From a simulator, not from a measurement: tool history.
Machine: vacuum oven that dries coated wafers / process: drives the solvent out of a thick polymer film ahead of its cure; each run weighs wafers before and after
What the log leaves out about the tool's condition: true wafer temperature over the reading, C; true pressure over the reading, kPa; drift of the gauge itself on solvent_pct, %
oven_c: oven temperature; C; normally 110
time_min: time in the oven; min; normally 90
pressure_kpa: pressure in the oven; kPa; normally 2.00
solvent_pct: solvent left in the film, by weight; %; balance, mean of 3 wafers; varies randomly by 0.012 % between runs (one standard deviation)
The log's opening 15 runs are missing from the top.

run   hour  oven_c  time_min  pressure_kpa  hours of work since the thermocouples were calibrated  hours of work since the vacuum gauge was cleaned of residue  solvent_pct
 16  227.3     110        89          2.00                                                   1195                                                          656         1.48
 17  244.8     110        90          1.46                                                   1209                                                          669         1.33
 18  264.2     116        90          2.00                                                   1224                                                          684         0.80
 19  278.4     110        90          2.00                                                   1235                                                          695         1.44
 20  296.2     121        90          2.00                                                   1249                                                          709         0.48
 21  311.3      97        60          7.12                                                   1261                                                          721         8.02
 22  325.3     122       108          7.12                                                   1272                                                          732         1.02
 23  336.5     122       108          7.12                                                   1280                                                          741         1.01
 24  356.1     120        50          5.86                                                   1296                                                          756         2.41
 25  375.7     120        50          5.86                                                   1311                                                          771         2.36
 26  395.6     118       106          2.00                                                   1326                                                          786         0.50
 27  406.9     110        58          5.63                                                   1335                                                          795         3.91
 28  422.9     101        90          3.23                                                   1347                                                          808         3.51
 29  442.6     101        90          3.23                                                   1363                                                          823         3.51
 30  454.0     101        90          3.23                                                   1372                                                          832         3.53
 31  472.4     103        85          2.00                                                   1386                                                          846         3.01
 32  482.2     114        90          2.00                                                   1393                                                          854         0.98
 33  502.3     115        68          2.00                                                   1409                                                          869         1.61
 34  510.9     110        90          1.71                                                   1416                                                          876         1.43
 35  526.4     104       154          1.48                                                   1428                                                          888         0.83
 36  535.5     121        76          3.20                                                   1435                                                          895         0.86
 37  547.0     110        74          2.00                                                   1444                                                          904         2.17
 38  557.2     112        90          1.54                                                   1452                                                          912         1.13

What if the next run were any one of these 5? Each begins from the tool's condition after run 38:
  A  566.1     110        83          2.08                                                   1459                                                          919            ?
  B  566.1     119        90          1.54                                                   1459                                                          919            ?
  C  566.1     105        65          2.22                                                   1459                                                          919            ?
  D  566.1     103        56          1.19                                                   1459                                                          919            ?
  E  566.1     103        78          1.12                                                   1459                                                          919            ?

run  solvent_pct
  A         1.76
  B         0.54
  C         4.03
  D         5.31
  E         3.29
With the hidden condition removed and each run's random variation left untouched, the same runs would have given:
run  solvent_pct
  A         1.49
  B         0.43
  C         3.59
  D         4.82
  E         2.87
